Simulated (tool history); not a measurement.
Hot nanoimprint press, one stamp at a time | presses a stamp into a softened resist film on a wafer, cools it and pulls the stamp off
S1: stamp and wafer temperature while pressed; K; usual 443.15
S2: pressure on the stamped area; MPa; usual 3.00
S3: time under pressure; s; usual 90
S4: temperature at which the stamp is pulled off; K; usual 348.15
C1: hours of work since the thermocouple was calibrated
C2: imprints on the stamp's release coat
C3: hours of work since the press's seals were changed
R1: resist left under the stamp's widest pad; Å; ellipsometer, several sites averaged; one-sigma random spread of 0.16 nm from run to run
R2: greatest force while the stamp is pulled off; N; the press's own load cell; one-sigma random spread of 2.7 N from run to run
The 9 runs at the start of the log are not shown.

Run 10, hour 185.4: usual settings but S2 2.58 MPa, S4 354.15 K; C1 178; C2 2098; C3 404. Result: R1 1757 Å, R2 173 N.
Run 11, hour 204.9: usual settings but S2 2.58 MPa, S4 354.15 K; C1 193; C2 2209; C3 419. Result: R1 1756 Å, R2 186 N.
Run 12, hour 218.1: usual settings but S4 349.15 K; C1 203; C2 2285; C3 429. Result: R1 1646 Å, R2 196 N.
At hour 238.5: stamp cleaned and given a new release coat.
Run 13, hour 246.9: usual settings but S4 349.15 K; C1 220; C2 48; C3 446. Result: R1 1639 Å, R2 122 N.
Run 14, hour 263.7: usual settings but S4 349.15 K; C1 233; C2 144; C3 459. Result: R1 1639 Å, R2 126 N.
Run 15, hour 279.2: usual settings but S2 3.17 MPa, S4 349.15 K; C1 244; C2 233; C3 471. Result: R1 1598 Å, R2 124 N.
Run 16, hour 293.1: usual settings but S1 451.15 K, S2 4.01 MPa, S3 68 s, S4 335.15 K; C1 255; C2 312; C3 481. Result: R1 1261 Å, R2 157 N.
Run 17, hour 315.2: usual settings but S2 3.37 MPa; C1 271; C2 439; C3 498. Result: R1 1551 Å, R2 144 N.
At hour 320.4: plate thermocouple calibrated.
Run 18, hour 342.7: usual settings but S2 3.37 MPa; C1 17; C2 579; C3 516. Result: R1 1535 Å, R2 141 N.
Run 19, hour 362.9: usual settings but S1 434.15 K, S2 3.37 MPa, S3 85 s; C1 32; C2 695; C3 532. Result: R1 1983 Å, R2 146 N.
Run 20, hour 385.8: usual settings but S1 434.15 K, S2 3.37 MPa, S3 85 s, S4 350.15 K; C1 49; C2 826; C3 549. Result: R1 1981 Å, R2 148 N.
Run 21, hour 405.8: usual settings but S1 436.15 K, S2 3.37 MPa, S3 85 s, S4 354.15 K; C1 64; C2 940; C3 564. Result: R1 1884 Å, R2 142 N.
Run 22, hour 428.9: usual settings but S1 434.15 K, S2 3.37 MPa, S3 97 s, S4 352.15 K; C1 82; C2 1072; C3 581. Result: R1 1908 Å, R2 146 N.
Run 23, hour 454.8: usual settings but S4 354.15 K; C1 101; C2 1220; C3 601. Result: R1 1607 Å, R2 140 N.
At hour 480.4: plate thermocouple calibrated, once more.
Run 24, hour 480.4: usual settings but S4 354.15 K; C1 0; C2 1349; C3 618. Result: R1 1684 Å, R2 154 N.
Run 25, hour 492.3: usual settings but S2 3.11 MPa, S3 70 s, S4 354.15 K; C1 9; C2 1418; C3 627. Result: R1 1791 Å, R2 163 N.
Run 26, hour 507.5: usual settings but S2 4.70 MPa, S3 53 s; C1 20; C2 1505; C3 638. Result: R1 1642 Å, R2 173 N.
Run 27, hour 520.3: usual settings but S2 4.70 MPa, S3 53 s; C1 30; C2 1578; C3 648. Result: R1 1638 Å, R2 179 N.
Run 28, hour 531.9: usual settings but S2 4.63 MPa, S3 53 s, S4 344.15 K; C1 39; C2 1644; C3 657. Result: R1 1647 Å, R2 192 N.
Run 29, hour 548.1: usual settings but S2 4.63 MPa, S3 53 s, S4 344.15 K; C1 51; C2 1737; C3 669. Result: R1 1649 Å, R2 191 N.
Run 30, hour 573.7: usual settings but S2 4.63 MPa, S3 53 s, S4 344.15 K; C1 70; C2 1883; C3 688. Result: R1 1645 Å, R2 200 N.

Here are 3 independent what-if runs from the current tool condition. What would each one return?
Run A, hour 596.4: usual settings but S1 435.15 K, S2 4.63 MPa, S3 53 s, S4 334.15 K; C1 88; C2 2013; C3 705. Result: R1 ?, R2 ?.
Run B, hour 596.4: usual settings but S2 2.52 MPa, S3 106 s, S4 352.15 K; C1 88; C2 2013; C3 705. Result: R1 ?, R2 ?.
Run C, hour 596.4: usual settings but S2 3.82 MPa, S3 54 s, S4 356.15 K; C1 88; C2 2013; C3 705. Result: R1 ?, R2 ?.

run    R1   R2
  A  2026  228
  B  1710  183
  C  1769  173
With the hidden condition removed and each run's random variation left untouched, the same runs would have given:
run    R1   R2
  A  2013  153
  B  1707  122
  C  1759  116
